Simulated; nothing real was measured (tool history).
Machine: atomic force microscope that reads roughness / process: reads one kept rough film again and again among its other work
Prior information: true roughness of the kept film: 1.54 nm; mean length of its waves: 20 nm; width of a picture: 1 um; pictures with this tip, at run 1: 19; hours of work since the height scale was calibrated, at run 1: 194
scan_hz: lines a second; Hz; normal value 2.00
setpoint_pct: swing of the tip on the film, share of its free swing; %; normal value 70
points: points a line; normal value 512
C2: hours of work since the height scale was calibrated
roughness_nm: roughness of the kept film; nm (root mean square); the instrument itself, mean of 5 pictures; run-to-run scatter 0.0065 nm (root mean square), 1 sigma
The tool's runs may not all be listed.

{"run": 1, "day": 0.0, "scan_hz": 2.0, "setpoint_pct": 70, "points": 512, "pictures with this tip": 19, "C2": 194, "roughness_nm": 1.159}
{"run": 2, "day": 0.412, "scan_hz": 2.0, "setpoint_pct": 70, "points": 512, "pictures with this tip": 34, "C2": 199, "roughness_nm": 1.092}
{"run": 3, "day": 0.733, "scan_hz": 2.0, "setpoint_pct": 70, "points": 512, "pictures with this tip": 45, "C2": 203, "roughness_nm": 1.037}
{"run": 4, "day": 0.908, "scan_hz": 2.0, "setpoint_pct": 84, "points": 512, "pictures with this tip": 51, "C2": 206, "roughness_nm": 0.971}
{"run": 5, "day": 1.15, "scan_hz": 2.0, "setpoint_pct": 84, "points": 417, "pictures with this tip": 60, "C2": 209, "roughness_nm": 0.945}
{"run": 6, "day": 1.396, "scan_hz": 2.0, "setpoint_pct": 84, "points": 417, "pictures with this tip": 69, "C2": 212, "roughness_nm": 0.92}
{"day": 1.558, "done": "new tip fitted"}
{"run": 7, "day": 1.721, "scan_hz": 2.0, "setpoint_pct": 75, "points": 512, "pictures with this tip": 5, "C2": 216, "roughness_nm": 1.216}
{"run": 8, "day": 1.9, "scan_hz": 2.0, "setpoint_pct": 70, "points": 512, "pictures with this tip": 12, "C2": 218, "roughness_nm": 1.209}
{"run": 9, "day": 2.217, "scan_hz": 2.0, "setpoint_pct": 70, "points": 512, "pictures with this tip": 23, "C2": 222, "roughness_nm": 1.146}
{"run": 10, "day": 2.471, "scan_hz": 2.0, "setpoint_pct": 65, "points": 512, "pictures with this tip": 32, "C2": 225, "roughness_nm": 1.1}
{"run": 11, "day": 2.858, "scan_hz": 2.0, "setpoint_pct": 65, "points": 512, "pictures with this tip": 46, "C2": 230, "roughness_nm": 1.052}
{"run": 12, "day": 3.075, "scan_hz": 0.64, "setpoint_pct": 73, "points": 512, "pictures with this tip": 54, "C2": 233, "roughness_nm": 1.032}
{"run": 13, "day": 3.275, "scan_hz": 3.48, "setpoint_pct": 73, "points": 644, "pictures with this tip": 61, "C2": 236, "roughness_nm": 0.96}
{"run": 14, "day": 3.562, "scan_hz": 2.28, "setpoint_pct": 66, "points": 772, "pictures with this tip": 71, "C2": 240, "roughness_nm": 0.961}
{"day": 3.658, "done": "new tip fitted"}
{"run": 15, "day": 3.821, "scan_hz": 2.28, "setpoint_pct": 66, "points": 772, "pictures with this tip": 6, "C2": 243, "roughness_nm": 1.243}
{"run": 16, "day": 3.996, "scan_hz": 0.85, "setpoint_pct": 60, "points": 543, "pictures with this tip": 12, "C2": 245, "roughness_nm": 1.22}
{"run": 17, "day": 4.321, "scan_hz": 2.0, "setpoint_pct": 72, "points": 512, "pictures with this tip": 24, "C2": 249, "roughness_nm": 1.129}
{"run": 18, "day": 4.671, "scan_hz": 0.54, "setpoint_pct": 71, "points": 357, "pictures with this tip": 36, "C2": 254, "roughness_nm": 1.114}
{"run": 19, "day": 4.846, "scan_hz": 0.54, "setpoint_pct": 64, "points": 357, "pictures with this tip": 42, "C2": 256, "roughness_nm": 1.086}
{"run": 20, "day": 5.025, "scan_hz": 0.54, "setpoint_pct": 64, "points": 357, "pictures with this tip": 49, "C2": 258, "roughness_nm": 1.068}
{"run": 21, "day": 5.35, "scan_hz": 2.42, "setpoint_pct": 64, "points": 489, "pictures with this tip": 60, "C2": 262, "roughness_nm": 1.01}
{"day": 5.725, "done": "new tip fitted"}
{"run": 22, "day": 5.725, "scan_hz": 2.42, "setpoint_pct": 64, "points": 489, "pictures with this tip": 0, "C2": 267, "roughness_nm": 1.285}

What if the next run were any one of these 4? Each begins from the tool's condition after run 22:
{"run": "A", "day": 5.975, "scan_hz": 2.0, "setpoint_pct": 56, "points": 346, "pictures with this tip": 9, "C2": 270, "roughness_nm": "?"}
{"run": "B", "day": 5.975, "scan_hz": 2.42, "setpoint_pct": 64, "points": 605, "pictures with this tip": 9, "C2": 270, "roughness_nm": "?"}
{"run": "C", "day": 5.975, "scan_hz": 0.8, "setpoint_pct": 56, "points": 365, "pictures with this tip": 9, "C2": 270, "roughness_nm": "?"}
{"run": "D", "day": 5.975, "scan_hz": 3.49, "setpoint_pct": 70, "points": 512, "pictures with this tip": 9, "C2": 270, "roughness_nm": "?"}

run=A roughness_nm=1.246
run=B roughness_nm=1.229
run=C roughness_nm=1.247
run=D roughness_nm=1.189
Take away the tool's hidden state, keep each run's random variation, and the runs would have read:
run=A roughness_nm=1.299
run=B roughness_nm=1.283
run=C roughness_nm=1.300
run=D roughness_nm=1.240

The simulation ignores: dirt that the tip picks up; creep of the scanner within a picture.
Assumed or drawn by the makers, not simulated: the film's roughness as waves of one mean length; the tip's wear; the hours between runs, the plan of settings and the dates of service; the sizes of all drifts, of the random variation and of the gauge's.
